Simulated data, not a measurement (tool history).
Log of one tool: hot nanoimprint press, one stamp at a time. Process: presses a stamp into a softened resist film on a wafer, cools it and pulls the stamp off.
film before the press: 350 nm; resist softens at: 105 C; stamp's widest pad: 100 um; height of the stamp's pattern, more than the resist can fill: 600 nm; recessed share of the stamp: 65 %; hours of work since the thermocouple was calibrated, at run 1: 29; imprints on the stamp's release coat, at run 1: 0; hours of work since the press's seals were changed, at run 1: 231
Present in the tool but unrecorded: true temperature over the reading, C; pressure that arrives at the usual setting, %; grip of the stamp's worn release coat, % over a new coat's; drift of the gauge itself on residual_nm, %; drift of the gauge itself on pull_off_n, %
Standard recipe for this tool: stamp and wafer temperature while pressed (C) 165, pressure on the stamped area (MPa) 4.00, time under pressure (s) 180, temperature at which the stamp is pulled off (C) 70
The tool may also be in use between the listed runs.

run    day  stamp and wafer temperature while pressed (C)  pressure on the stamped area (MPa)  time under pressure (s)  temperature at which the stamp is pulled off (C)  hours of work since the thermocouple was calibrated  imprints on the stamp's release coat  hours of work since the press's seals were changed  resist left under the stamp's widest pad (Å)  greatest force while the stamp is pulled off (N)
  1  0.000                                            165                                4.00                      180                                                70                                                   29                                     0                                                 231                                          2025                                               235
  2  0.500                                            165                                4.00                      180                                                70                                                   36                                    50                                                 238                                          2040                                               239
  3  0.788                                            165                                4.00                      180                                                70                                                   41                                    80                                                 242                                          2040                                               233
  4  1.325                                            165                                4.00                      180                                                70                                                   48                                   134                                                 250                                          2038                                               238
  5  1.638                                            156                                4.00                      180                                                70                                                   53                                   166                                                 254                                          2690                                               236
  6  2.112                                            156                                4.00                      180                                                70                                                   60                                   214                                                 261                                          2742                                               236
  7  2.521                                            156                                4.00                      180                                                70                                                   66                                   256                                                 267                                          2720                                               235
  8  2.858                                            156                                4.00                      180                                                70                                                   71                                   290                                                 272                                          2728                                               240
  9  3.254                                            156                                4.00                      180                                                70                                                   76                                   330                                                 278                                          2737                                               236
 10  3.525                                            156                                4.00                      180                                                70                                                   80                                   358                                                 282                                          2713                                               236
 11  3.771                                            165                                4.00                      148                                                70                                                   84                                   383                                                 285                                          2148                                               237
 12  4.325                                            163                                4.05                      148                                                70                                                   92                                   439                                                 293                                          2282                                               237
 13  4.762                                            161                                4.00                      130                                                58                                                   98                                   483                                                 300                                          2550                                               267
 14  5.158                                            162                                4.00                      180                                                70                                                  104                                   524                                                 305                                          2266                                               238
 15  5.471                                            174                                4.00                      180                                                70                                                  108                                   556                                                 310                                          1440                                               235
     5.958  -- stamp cleaned and given a new release coat
 16  6.250                                            165                                2.68                      180                                                70                                                  116                                    30                                                 317                                          2386                                               233
 17  6.504                                            159                                4.00                      165                                                65                                                  120                                    56                                                 321                                          2531                                               253

5 options for the next run, each taken on its own from the tool as it stands now. Forecast them:
  A  6.988                                            159                                5.72                      278                                                65                                                  127                                   105                                                 328                                             ?                                                 ?
  B  6.988                                            159                                4.00                      238                                                75                                                  127                                   105                                                 328                                             ?                                                 ?
  C  6.988                                            165                                2.43                      184                                                58                                                  127                                   105                                                 328                                             ?                                                 ?
  D  6.988                                            159                                4.00                      177                                                57                                                  127                                   105                                                 328                                             ?                                                 ?
  E  6.988                                            165                                3.23                      158                                                77                                                  127                                   105                                                 328                                             ?                                                 ?

run  resist left under the stamp's widest pad (Å)  greatest force while the stamp is pulled off (N)
  A                                          1931                                               243
  B                                          2335                                               220
  C                                          2443                                               272
  D                                          2482                                               267
  E                                          2299                                               214
Had the tool no hidden state, the same runs would have come out as:
run  resist left under the stamp's widest pad (Å)  greatest force while the stamp is pulled off (N)
  A                                          1928                                               242
  B                                          2332                                               220
  C                                          2441                                               271
  D                                          2479                                               267
  E                                          2296                                               214

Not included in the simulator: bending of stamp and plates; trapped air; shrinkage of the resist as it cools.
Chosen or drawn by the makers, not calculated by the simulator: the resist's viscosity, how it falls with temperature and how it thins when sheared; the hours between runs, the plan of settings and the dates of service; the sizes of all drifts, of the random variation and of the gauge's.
